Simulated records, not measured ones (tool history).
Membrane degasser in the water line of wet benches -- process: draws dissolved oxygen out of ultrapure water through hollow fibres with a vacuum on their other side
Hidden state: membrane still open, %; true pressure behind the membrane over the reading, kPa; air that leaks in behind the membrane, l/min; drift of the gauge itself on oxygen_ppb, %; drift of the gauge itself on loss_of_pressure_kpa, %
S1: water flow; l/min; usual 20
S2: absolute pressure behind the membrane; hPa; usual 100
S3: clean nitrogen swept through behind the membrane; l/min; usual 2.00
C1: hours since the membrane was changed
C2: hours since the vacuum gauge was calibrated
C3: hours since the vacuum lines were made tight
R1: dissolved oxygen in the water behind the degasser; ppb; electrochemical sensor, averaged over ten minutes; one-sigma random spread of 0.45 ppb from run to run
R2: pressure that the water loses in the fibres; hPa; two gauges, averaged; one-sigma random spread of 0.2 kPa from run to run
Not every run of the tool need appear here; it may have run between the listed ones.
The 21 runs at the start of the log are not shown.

run	hour	S1	S2	S3	C1	C2	C3	R1	R2
22	3492.5	20	80	4.36	4848	2861	5377	58.7	430.6
23	3689.6	20	80	4.36	5046	3058	5574	58.9	429.2
24	3877.6	28	113	4.02	5234	3246	5762	146.6	598.9
25	4073.3	20	91	2.03	5429	3442	5958	143.2	431.8
26	4273.5	21	67	2.00	5630	3642	6158	92.8	448.2
27	4432.6	19	81	2.00	5789	3801	6317	115.5	408.7
28	4560.7	20	200	2.00	5917	3929	6445	393.6	427.4
29	4650.8	30	126	3.58	6007	4019	6535	200.2	645.0
30	4746.0	29	151	3.58	6102	4115	6630	241.5	624.2
# hour 4792.1: gauge calibrated
31	4917.3	20	114	3.41	6273	4286	6802	118.9	426.8
32	5081.3	20	207	2.00	6437	4450	6966	400.0	430.4

Each row is a separate what-if for the run after 32, all from the same tool condition, not one after another. Results?
# hour 5219.2: seals of the vacuum lines changed
A	5257.0	21	100	1.68	6611	4623	38	?	?
# hour 5219.2: seals of the vacuum lines changed
B	5257.0	20	105	2.00	6611	4623	38	?	?
# hour 5219.2: seals of the vacuum lines changed
C	5257.0	25	207	1.88	6611	4623	38	?	?
# hour 5219.2: seals of the vacuum lines changed
D	5257.0	16	244	2.00	6611	4623	38	?	?

run	R1	R2
A	199.5	451.9
B	173.5	424.5
C	515.4	535.2
D	391.7	344.6
Had the tool no hidden state, the same runs would have come out as:
run	R1	R2
A	198.9	451.7
B	172.9	424.3
C	514.0	534.9
D	390.6	344.5
